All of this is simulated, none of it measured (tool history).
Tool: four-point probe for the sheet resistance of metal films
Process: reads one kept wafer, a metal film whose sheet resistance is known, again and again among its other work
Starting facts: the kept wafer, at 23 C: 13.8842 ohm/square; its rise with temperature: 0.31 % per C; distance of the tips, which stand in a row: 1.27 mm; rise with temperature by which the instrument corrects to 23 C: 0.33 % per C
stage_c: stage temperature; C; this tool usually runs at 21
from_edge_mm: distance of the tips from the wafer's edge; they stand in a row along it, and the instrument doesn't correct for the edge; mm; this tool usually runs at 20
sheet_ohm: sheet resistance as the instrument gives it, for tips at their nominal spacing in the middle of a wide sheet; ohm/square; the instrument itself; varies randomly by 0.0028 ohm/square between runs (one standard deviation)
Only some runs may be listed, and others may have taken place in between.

run,hour,stage_c,from_edge_mm,sheet_ohm
1,0.0,21,20,13.839543
2,16.9,21,20,13.831892
3,30.9,21,20,13.830534
4,40.8,21,20,13.830623
5,58.5,21,20,13.828411
# hour 59.8: stage's thermometer calibrated
6,76.7,21,20,13.821231
7,85.1,21,37,13.799331
8,98.1,24,29,13.796831

Run 9 has not been measured yet. What should we expect?
9,110.3,24,7,?

Run 9 yielded sheet_ohm 14.028194 ohm/square.
The same run, on a tool lacking any hidden state, would have yielded sheet_ohm 14.131757 ohm/square.

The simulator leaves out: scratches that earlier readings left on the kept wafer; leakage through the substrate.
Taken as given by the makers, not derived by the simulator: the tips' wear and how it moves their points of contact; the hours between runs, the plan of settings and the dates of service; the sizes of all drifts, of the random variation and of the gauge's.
